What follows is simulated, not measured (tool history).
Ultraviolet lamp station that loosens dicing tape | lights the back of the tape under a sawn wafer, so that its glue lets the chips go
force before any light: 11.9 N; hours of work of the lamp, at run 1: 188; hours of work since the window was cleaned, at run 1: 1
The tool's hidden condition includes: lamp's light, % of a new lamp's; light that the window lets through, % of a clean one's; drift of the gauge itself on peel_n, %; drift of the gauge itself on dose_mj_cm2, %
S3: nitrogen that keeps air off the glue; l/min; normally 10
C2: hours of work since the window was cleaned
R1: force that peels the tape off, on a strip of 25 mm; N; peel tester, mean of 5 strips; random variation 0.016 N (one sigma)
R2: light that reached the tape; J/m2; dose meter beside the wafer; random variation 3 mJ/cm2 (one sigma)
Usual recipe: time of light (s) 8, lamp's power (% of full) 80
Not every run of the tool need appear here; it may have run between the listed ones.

Run 1, day 0: usual settings; hours of work of the lamp 188; C2 1. Result: R1 0.886 N, R2 4190 J/m2.
Run 2, day 0.233: usual settings; hours of work of the lamp 191; C2 4. Result: R1 0.843 N, R2 4170 J/m2.
Run 3, day 0.492: usual settings; hours of work of the lamp 194; C2 7. Result: R1 0.889 N, R2 4160 J/m2.
Run 4, day 0.717: usual settings; hours of work of the lamp 197; C2 10. Result: R1 0.873 N, R2 4180 J/m2.
Run 5, day 1.021: usual settings; hours of work of the lamp 201; C2 14. Result: R1 0.902 N, R2 4170 J/m2.
Run 6, day 1.296: usual settings; hours of work of the lamp 204; C2 18. Result: R1 0.876 N, R2 4120 J/m2.
Run 7, day 1.671: usual settings; hours of work of the lamp 209; C2 22. Result: R1 0.877 N, R2 4120 J/m2.
Run 8, day 2.038: usual settings; hours of work of the lamp 214; C2 27. Result: R1 0.886 N, R2 4070 J/m2.
Run 9, day 2.467: usual settings but time of light (s) 5, lamp's power (% of full) 95, S3 13 l/min; hours of work of the lamp 219; C2 33. Result: R1 1.442 N, R2 3050 J/m2.
Run 10, day 2.788: usual settings but time of light (s) 5, lamp's power (% of full) 97, S3 13 l/min; hours of work of the lamp 224; C2 37. Result: R1 1.403 N, R2 3070 J/m2.
Run 11, day 3.004: usual settings but time of light (s) 5, lamp's power (% of full) 97, S3 13 l/min; hours of work of the lamp 226; C2 39. Result: R1 1.421 N, R2 3120 J/m2.
Run 12, day 3.317: usual settings but time of light (s) 5, lamp's power (% of full) 97, S3 13 l/min; hours of work of the lamp 230; C2 43. Result: R1 1.461 N, R2 3120 J/m2.
Run 13, day 3.662: usual settings but time of light (s) 6, lamp's power (% of full) 77, S3 3 l/min; hours of work of the lamp 235; C2 48. Result: R1 3.066 N, R2 2910 J/m2.
Run 14, day 4.033: usual settings but time of light (s) 6, lamp's power (% of full) 77, S3 3 l/min; hours of work of the lamp 240; C2 53. Result: R1 3.009 N, R2 2980 J/m2.
Run 15, day 4.271: usual settings but time of light (s) 13, lamp's power (% of full) 83, S3 5 l/min; hours of work of the lamp 243; C2 56. Result: R1 0.447 N, R2 6840 J/m2.
Run 16, day 4.575: usual settings but time of light (s) 11, lamp's power (% of full) 74, S3 9 l/min; hours of work of the lamp 246; C2 60. Result: R1 0.563 N, R2 5110 J/m2.

Branching from run 16: 4 alternative next runs. What would each branch give?
Run A, day 4.812: usual settings but time of light (s) 5, lamp's power (% of full) 74, S3 9 l/min; hours of work of the lamp 249; C2 63. Result: R1 ?, R2 ?.
Run B, day 4.812: usual settings but time of light (s) 11, lamp's power (% of full) 78, S3 9 l/min; hours of work of the lamp 249; C2 63. Result: R1 ?, R2 ?.
Run C, day 4.812: usual settings but time of light (s) 11, lamp's power (% of full) 65; hours of work of the lamp 249; C2 63. Result: R1 ?, R2 ?.
Run D, day 4.812: usual settings but time of light (s) 10, lamp's power (% of full) 64, S3 3 l/min; hours of work of the lamp 249; C2 63. Result: R1 ?, R2 ?.

run     R1    R2
  A  2.736  2310
  B  0.488  5360
  C  0.722  4490
  D  1.911  4040
The same runs, with their run-to-run variation unchanged, on a tool lacking any hidden condition would have given:
run     R1    R2
  A  2.435  2500
  B  0.406  5800
  C  0.603  4860
  D  1.662  4360

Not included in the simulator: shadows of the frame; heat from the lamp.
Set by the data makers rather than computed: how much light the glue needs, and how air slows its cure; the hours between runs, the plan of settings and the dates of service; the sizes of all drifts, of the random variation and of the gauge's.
